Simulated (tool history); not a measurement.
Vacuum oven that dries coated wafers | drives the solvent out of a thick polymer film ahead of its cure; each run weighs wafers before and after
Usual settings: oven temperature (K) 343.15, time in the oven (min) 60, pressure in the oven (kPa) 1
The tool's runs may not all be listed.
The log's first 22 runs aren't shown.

run,hour,oven temperature (K),time in the oven (min),pressure in the oven (kPa),hours of work since the thermocouples were calibrated,hours of work since the vacuum gauge was cleaned of residue,solvent left in the film (%)
23,845.6,334.15,32,1,709,961,7.46
24,875.8,343.15,60,1.7,732,984,1.74
25,923.3,343.15,43,0.95,768,1020,2.73
# hour 928.2: oven's thermocouples calibrated
26,957,343.15,43,1.62,22,1044,3.03
27,984.6,343.15,31,3.13,43,1065,5.14
28,1027.3,343.15,31,3.13,76,1098,5.13
29,1079,330.15,61,3.21,115,1137,6.45
30,1121.5,341.15,93,1.6,147,1170,1.1
# hour 1153.9: oven's thermocouples calibrated, once more
31,1173,341.15,50,1.06,15,1207,2.52
32,1219.3,341.15,50,2.03,50,1243,2.82
33,1265.6,344.15,64,1.09,85,1278,1.12
34,1302.5,353.15,64,0.51,113,1306,0.26
35,1333,342.15,68,0.51,137,1329,1.13
36,1365.5,342.15,68,0.51,161,1354,1.15
37,1406.8,335.15,90,1.4,193,1385,2.01
38,1442.1,335.15,90,1.4,220,1412,2.02
39,1465,357.15,42,1.41,237,1430,0.55
40,1486.2,357.15,42,1.41,253,1446,0.55

The next listed run, before its measurement:
41,1517.2,329.15,38,0.53,277,1470,?

solvent left in the film (%): 8.1
Without the tool's hidden state the same run would have given solvent left in the film (%) 7.86.
